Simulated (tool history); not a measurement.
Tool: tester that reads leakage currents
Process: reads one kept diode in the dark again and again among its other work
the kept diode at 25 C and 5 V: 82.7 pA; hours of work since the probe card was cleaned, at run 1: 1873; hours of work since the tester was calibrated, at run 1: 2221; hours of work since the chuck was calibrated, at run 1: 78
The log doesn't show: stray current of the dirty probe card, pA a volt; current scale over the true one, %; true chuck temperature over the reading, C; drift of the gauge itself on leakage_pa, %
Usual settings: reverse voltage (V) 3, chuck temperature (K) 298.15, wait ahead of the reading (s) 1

run,hour,reverse voltage (V),chuck temperature (K),wait ahead of the reading (s),hours of work since the probe card was cleaned,hours of work since the tester was calibrated,hours of work since the chuck was calibrated,current that the tester gives (pA)
1,0,3,298.15,1,1873,2221,78,69.77
2,99.4,3,298.15,2.85,1925,2273,130,69.14
3,223.3,1.38,298.15,2.85,1989,2337,194,47.98
4,286.4,1.38,298.15,2.85,2022,2370,227,47.93
5,372.5,1.38,298.15,2.85,2067,2415,271,48.2
6,492.2,1.38,298.15,2.85,2129,2477,334,48.52
7,593.1,1.38,298.15,2.85,2181,2529,386,48.83
8,708.2,1.38,298.15,2.85,2241,2589,446,48.75
9,841.7,1.38,298.15,2.85,2310,2658,515,49.26
10,945.4,3,298.15,0.61,2364,2712,569,72.61
11,1061.9,3,298.15,1,2424,2772,629,72.26
# hour 1071.8: probe card cleaned and baked
12,1133.3,3,298.15,1,32,2808,665,73.09
13,1251.7,3,298.15,1,93,2869,726,73.69
14,1347,3,317.15,1,143,2918,775,263.4
15,1488.6,3,317.15,3.4,216,2992,849,265.4
# hour 1568.3: probe card cleaned and baked, once more
16,1589.9,6.83,317.15,3.4,11,3043,900,384.28
17,1661.8,7.54,323.15,1.54,48,3080,937,592.32
18,1792,3.89,296.15,1,116,3148,1005,69.94
19,1907,9.36,308.15,1,176,3207,1064,245.63
20,1976.1,16.92,308.15,1,212,3243,1100,328.58
21,2109.5,16.92,308.15,1,281,3312,1169,331.02
22,2171.2,2.86,314.15,0.91,313,3344,1201,215.83
23,2289.9,1.96,298.15,0.5,374,3406,1263,60.61
# hour 2393.5: chuck's temperature calibrated
24,2416.5,1.96,322.15,0.5,439,3471,12,284.14

The same runs without the tool's hidden state, with the same run-to-run variation:
run,current that the tester gives (pA)
1,66.43
2,65.53
3,45.76
4,45.58
5,45.68
6,45.79
7,45.91
8,45.62
9,45.85
10,66.51
11,65.84
12,65.98
13,66.18
14,245.5
15,246.14
16,360
17,554.9
18,64.35
19,226.46
20,301.84
21,302.3
22,198.03
23,54.78
24,279.21
